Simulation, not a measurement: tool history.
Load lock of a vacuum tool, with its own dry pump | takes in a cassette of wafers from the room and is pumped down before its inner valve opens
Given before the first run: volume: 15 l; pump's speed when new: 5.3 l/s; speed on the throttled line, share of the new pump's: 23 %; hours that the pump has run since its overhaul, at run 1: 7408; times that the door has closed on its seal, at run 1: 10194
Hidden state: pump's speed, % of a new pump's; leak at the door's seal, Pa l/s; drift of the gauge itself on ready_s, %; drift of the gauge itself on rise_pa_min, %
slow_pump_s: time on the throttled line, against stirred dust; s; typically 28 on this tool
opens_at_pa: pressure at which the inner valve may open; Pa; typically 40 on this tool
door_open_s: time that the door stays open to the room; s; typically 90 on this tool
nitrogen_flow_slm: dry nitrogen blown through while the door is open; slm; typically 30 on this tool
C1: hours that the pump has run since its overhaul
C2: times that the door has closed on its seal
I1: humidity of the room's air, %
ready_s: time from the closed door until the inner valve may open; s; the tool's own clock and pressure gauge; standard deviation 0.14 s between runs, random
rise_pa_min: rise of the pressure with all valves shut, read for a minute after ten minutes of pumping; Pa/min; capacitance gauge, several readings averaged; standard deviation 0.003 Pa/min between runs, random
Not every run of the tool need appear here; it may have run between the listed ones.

run 1 day=0 | slow_pump_s=28 opens_at_pa=40 door_open_s=90 nitrogen_flow_slm=30 | C1=7408 C2=10194 | I1=46.1 | ready_s=44 rise_pa_min=0.033
run 2 day=12.417 | slow_pump_s=28 opens_at_pa=40 door_open_s=90 nitrogen_flow_slm=30 | C1=7706 C2=11141 | I1=44.8 | ready_s=43.6 rise_pa_min=0.03
run 3 day=27.642 | slow_pump_s=28 opens_at_pa=40 door_open_s=90 nitrogen_flow_slm=30 | C1=8071 C2=12301 | I1=44.3 | ready_s=43.8 rise_pa_min=0.03
run 4 day=44.371 | slow_pump_s=28 opens_at_pa=40 door_open_s=90 nitrogen_flow_slm=30 | C1=8473 C2=13576 | I1=42.9 | ready_s=43.6 rise_pa_min=0.034
run 5 day=53.533 | slow_pump_s=28 opens_at_pa=40 door_open_s=90 nitrogen_flow_slm=30 | C1=8693 C2=14274 | I1=44.1 | ready_s=43.7 rise_pa_min=0.033
run 6 day=68.9 | slow_pump_s=28 opens_at_pa=40 door_open_s=90 nitrogen_flow_slm=30 | C1=9062 C2=15445 | I1=43 | ready_s=43.7 rise_pa_min=0.03
run 7 day=81.158 | slow_pump_s=28 opens_at_pa=40 door_open_s=90 nitrogen_flow_slm=30 | C1=9356 C2=16379 | I1=46.6 | ready_s=43.7 rise_pa_min=0.035
run 8 day=93.983 | slow_pump_s=28 opens_at_pa=40 door_open_s=90 nitrogen_flow_slm=30 | C1=9664 C2=17357 | I1=46.6 | ready_s=43.8 rise_pa_min=0.035
run 9 day=107.804 | slow_pump_s=28 opens_at_pa=40 door_open_s=90 nitrogen_flow_slm=30 | C1=9995 C2=18410 | I1=44.2 | ready_s=43.9 rise_pa_min=0.033
run 10 day=126.029 | slow_pump_s=28 opens_at_pa=40 door_open_s=90 nitrogen_flow_slm=5 | C1=10433 C2=19799 | I1=45.2 | ready_s=43.9 rise_pa_min=0.058
run 11 day=141.779 | slow_pump_s=28 opens_at_pa=40 door_open_s=90 nitrogen_flow_slm=30 | C1=10811 C2=20999 | I1=44.8 | ready_s=43.7 rise_pa_min=0.031
run 12 day=159.662 | slow_pump_s=28 opens_at_pa=40 door_open_s=90 nitrogen_flow_slm=30 | C1=11240 C2=22362 | I1=45.3 | ready_s=43.8 rise_pa_min=0.033
run 13 day=167.217 | slow_pump_s=28 opens_at_pa=40 door_open_s=90 nitrogen_flow_slm=30 | C1=11421 C2=22937 | I1=48.1 | ready_s=43.8 rise_pa_min=0.031
run 14 day=181.342 | slow_pump_s=28 opens_at_pa=40 door_open_s=90 nitrogen_flow_slm=30 | C1=11760 C2=24014 | I1=43.8 | ready_s=43.9 rise_pa_min=0.03
run 15 day=192.238 | slow_pump_s=28 opens_at_pa=40 door_open_s=90 nitrogen_flow_slm=30 | C1=12022 C2=24844 | I1=47 | ready_s=43.9 rise_pa_min=0.03
run 16 day=204.088 | slow_pump_s=28 opens_at_pa=40 door_open_s=90 nitrogen_flow_slm=30 | C1=12306 C2=25747 | I1=46.8 | ready_s=43.7 rise_pa_min=0.033
run 17 day=220.667 | slow_pump_s=28 opens_at_pa=40 door_open_s=157 nitrogen_flow_slm=30 | C1=12704 C2=27011 | I1=44.2 | ready_s=43.7 rise_pa_min=0.035
run 18 day=238.408 | slow_pump_s=28 opens_at_pa=40 door_open_s=90 nitrogen_flow_slm=4 | C1=13130 C2=28363 | I1=47.6 | ready_s=43.8 rise_pa_min=0.069
run 19 day=254.204 | slow_pump_s=28 opens_at_pa=40 door_open_s=90 nitrogen_flow_slm=30 | C1=13509 C2=29567 | I1=45.5 | ready_s=43.7 rise_pa_min=0.036
run 20 day=266.171 | slow_pump_s=28 opens_at_pa=39 door_open_s=65 nitrogen_flow_slm=7 | C1=13796 C2=30479 | I1=45.3 | ready_s=43.8 rise_pa_min=0.043
run 21 day=281.1 | slow_pump_s=22 opens_at_pa=39 door_open_s=76 nitrogen_flow_slm=7 | C1=14154 C2=31616 | I1=44.9 | ready_s=39.2 rise_pa_min=0.044
run 22 day=291.438 | slow_pump_s=22 opens_at_pa=39 door_open_s=76 nitrogen_flow_slm=7 | C1=14402 C2=32404 | I1=42.9 | ready_s=39.3 rise_pa_min=0.044
run 23 day=308.692 | slow_pump_s=17 opens_at_pa=63 door_open_s=76 nitrogen_flow_slm=7 | C1=14817 C2=33719 | I1=45.4 | ready_s=34.1 rise_pa_min=0.051
run 24 day=317.183 | slow_pump_s=30 opens_at_pa=63 door_open_s=126 nitrogen_flow_slm=7 | C1=15020 C2=34366 | I1=47 | ready_s=44.1 rise_pa_min=0.071
run 25 day=330.283 | slow_pump_s=50 opens_at_pa=29 door_open_s=55 nitrogen_flow_slm=30 | C1=15335 C2=35364 | I1=45.9 | ready_s=61.7 rise_pa_min=0.03
run 26 day=344.467 | slow_pump_s=28 opens_at_pa=40 door_open_s=31 nitrogen_flow_slm=30 | C1=15675 C2=36445 | I1=45.3 | ready_s=43.5 rise_pa_min=0.021
run 27 day=356.421 | slow_pump_s=28 opens_at_pa=40 door_open_s=31 nitrogen_flow_slm=30 | C1=15962 C2=37356 | I1=44.1 | ready_s=43.8 rise_pa_min=0.02
run 28 day=369.7 | slow_pump_s=29 opens_at_pa=40 door_open_s=100 nitrogen_flow_slm=30 | C1=16281 C2=38368 | I1=44.4 | ready_s=44.5 rise_pa_min=0.033
run 29 day=386.508 | slow_pump_s=47 opens_at_pa=70 door_open_s=43 nitrogen_flow_slm=30 | C1=16684 C2=39649 | I1=45 | ready_s=56.9 rise_pa_min=0.024
run 30 day=398.596 | slow_pump_s=45 opens_at_pa=70 door_open_s=43 nitrogen_flow_slm=30 | C1=16974 C2=40570 | I1=42.4 | ready_s=55.4 rise_pa_min=0.027
run 31 day=411.871 | slow_pump_s=28 opens_at_pa=40 door_open_s=212 nitrogen_flow_slm=30 | C1=17293 C2=41582 | I1=45 | ready_s=43.7 rise_pa_min=0.039
run 32 day=427.933 | slow_pump_s=28 opens_at_pa=55 door_open_s=218 nitrogen_flow_slm=31 | C1=17678 C2=42806 | I1=45.2 | ready_s=42.7 rise_pa_min=0.046
run 33 day=439.062 | slow_pump_s=28 opens_at_pa=55 door_open_s=218 nitrogen_flow_slm=31 | C1=17945 C2=43654 | I1=43.9 | ready_s=43 rise_pa_min=0.039
run 34 day=447 | slow_pump_s=28 opens_at_pa=55 door_open_s=218 nitrogen_flow_slm=31 | C1=18136 C2=44259 | I1=44.3 | ready_s=43 rise_pa_min=0.043
run 35 day=457.508 | slow_pump_s=22 opens_at_pa=55 door_open_s=218 nitrogen_flow_slm=31 | C1=18388 C2=45060 | I1=43.6 | ready_s=38.3 rise_pa_min=0.045
run 36 day=470.912 | slow_pump_s=17 opens_at_pa=40 door_open_s=90 nitrogen_flow_slm=8 | C1=18710 C2=46082 | I1=45.3 | ready_s=35.4 rise_pa_min=0.059
run 37 day=481.921 | slow_pump_s=17 opens_at_pa=40 door_open_s=90 nitrogen_flow_slm=8 | C1=18974 C2=46920 | I1=45.5 | ready_s=35.4 rise_pa_min=0.055

3 ways to go on from here, each from the tool as it stands after run 37. What would each give?
run A day=491.033 | slow_pump_s=28 opens_at_pa=40 door_open_s=55 nitrogen_flow_slm=6 | C1=19193 C2=47615 | I1=43.9 | ready_s=? rise_pa_min=?
run B day=491.033 | slow_pump_s=17 opens_at_pa=40 door_open_s=228 nitrogen_flow_slm=30 | C1=19193 C2=47615 | I1=45.2 | ready_s=? rise_pa_min=?
run C day=491.033 | slow_pump_s=17 opens_at_pa=40 door_open_s=111 nitrogen_flow_slm=8 | C1=19193 C2=47615 | I1=43.7 | ready_s=? rise_pa_min=?

run=A ready_s=43.9 rise_pa_min=0.05
run=B ready_s=35.3 rise_pa_min=0.044
run=C ready_s=35.3 rise_pa_min=0.051
Take away the tool's hidden state, keep each run's random variation, and the runs would have read:
run=A ready_s=43.9 rise_pa_min=0.047
run=B ready_s=35.3 rise_pa_min=0.042
run=C ready_s=35.3 rise_pa_min=0.049
